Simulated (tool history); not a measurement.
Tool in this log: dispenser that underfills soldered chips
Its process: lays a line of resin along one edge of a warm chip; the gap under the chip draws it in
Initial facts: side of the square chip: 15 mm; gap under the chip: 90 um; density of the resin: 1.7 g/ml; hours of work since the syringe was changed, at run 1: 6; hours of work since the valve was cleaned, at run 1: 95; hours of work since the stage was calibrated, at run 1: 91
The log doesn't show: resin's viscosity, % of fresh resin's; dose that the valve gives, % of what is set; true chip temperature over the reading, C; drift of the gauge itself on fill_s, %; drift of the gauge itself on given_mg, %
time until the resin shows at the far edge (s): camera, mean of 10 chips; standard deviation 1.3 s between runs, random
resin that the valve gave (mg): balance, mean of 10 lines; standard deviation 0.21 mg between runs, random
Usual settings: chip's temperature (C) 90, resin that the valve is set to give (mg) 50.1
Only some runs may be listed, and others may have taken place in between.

run,hour,chip's temperature (C),resin that the valve is set to give (mg),hours of work since the syringe was changed,hours of work since the valve was cleaned,hours of work since the stage was calibrated,time until the resin shows at the far edge (s),resin that the valve gave (mg)
1,0.0,90,50.1,6,95,91,164.4,46.73
2,2.2,90,50.1,7,97,92,174.2,46.74
3,5.6,90,50.1,10,99,94,193.2,46.52
# hour 6.2: new syringe of resin
4,10.8,90,50.1,3,102,98,139.8,46.72
5,14.3,103,50.1,5,105,100,88.9,46.18
6,17.8,103,50.1,8,107,102,100.3,45.86
7,20.6,103,50.1,9,109,104,108.3,46.27

Run 8 is up next; what results do you expect?
# hour 21.3: new syringe of resin
8,23.6,81,50.4,2,110,106,?,?

{"run 8": {"time until the resin shows at the far edge (s)": 195.4, "resin that the valve gave (mg)": 46.25}}
Had the tool carried no hidden state, the very same run would have given time until the resin shows at the far edge (s) 182.6, resin that the valve gave (mg) 50.30.

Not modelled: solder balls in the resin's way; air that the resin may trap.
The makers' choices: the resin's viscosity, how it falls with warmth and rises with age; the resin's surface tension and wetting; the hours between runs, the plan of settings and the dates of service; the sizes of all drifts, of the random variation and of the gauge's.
